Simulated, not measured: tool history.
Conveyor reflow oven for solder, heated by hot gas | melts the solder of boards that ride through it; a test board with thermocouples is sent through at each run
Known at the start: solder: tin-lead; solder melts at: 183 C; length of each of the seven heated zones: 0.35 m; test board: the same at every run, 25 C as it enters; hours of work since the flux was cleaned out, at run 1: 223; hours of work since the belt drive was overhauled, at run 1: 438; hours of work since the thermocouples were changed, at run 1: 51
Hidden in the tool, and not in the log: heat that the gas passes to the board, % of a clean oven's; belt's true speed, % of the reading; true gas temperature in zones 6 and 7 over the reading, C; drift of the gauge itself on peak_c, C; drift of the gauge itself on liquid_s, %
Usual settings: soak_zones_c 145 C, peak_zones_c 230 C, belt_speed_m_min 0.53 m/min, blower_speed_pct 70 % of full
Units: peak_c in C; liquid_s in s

run	hour	soak_zones_c	peak_zones_c	belt_speed_m_min	blower_speed_pct	hours of work since the flux was cleaned out	hours of work since the belt drive was overhauled	hours of work since the thermocouples were changed	peak_c	liquid_s
1	0	145	230	0.53	70	223	438	51	216	61.7
2	34.2	145	230	0.582	70	237	452	66	213.2	53.7
# hour 86.8: flux residue cleaned out of gas plates and filters
3	94.2	145	230	0.582	70	3	476	89	213.3	53.7
4	133.1	145	230	0.582	70	20	492	106	213.5	53.7
5	175.7	145	230	0.582	70	38	510	124	213.5	54.7
6	244.1	145	230	0.582	70	67	539	153	213.4	54
7	300.9	145	230	0.53	70	91	563	177	216.3	62.4
8	370.2	149	226	0.625	58	120	593	206	206.1	44.1
9	413.4	149	226	0.585	68	139	611	225	209.4	51.7
10	472.7	138	240	0.614	87	164	636	250	221.7	53.7
11	537.6	138	240	0.614	87	191	664	277	220.1	53.9
12	608.9	138	241	0.614	74	222	694	308	219.7	52.6
13	646.5	145	230	0.482	70	238	710	324	217.9	71.1
14	677	145	229	0.554	70	251	723	337	212.6	56.5

Forecast each of these 5 alternatives for the next run:
# hour 696.2: flux residue cleaned out of gas plates and filters
A	731.8	140	221	0.554	70	15	744	358	?	?
# hour 696.2: flux residue cleaned out of gas plates and filters
B	731.8	138	229	0.554	88	15	744	358	?	?
# hour 696.2: flux residue cleaned out of gas plates and filters
C	731.8	145	234	0.53	70	15	744	358	?	?
# hour 696.2: flux residue cleaned out of gas plates and filters
D	731.8	145	229	0.554	72	15	744	358	?	?
# hour 696.2: flux residue cleaned out of gas plates and filters
E	731.8	132	236	0.554	59	15	744	358	?	?

run	peak_c	liquid_s
A	206.7	47.3
B	215.1	55.3
C	219.1	64.2
D	214	57.7
E	215.2	52.7
Without the tool's hidden state the same runs would have given:
run	peak_c	liquid_s
A	207.4	47.6
B	215.9	55.3
C	219.9	64.1
D	214.7	57.7
E	215.8	52.7
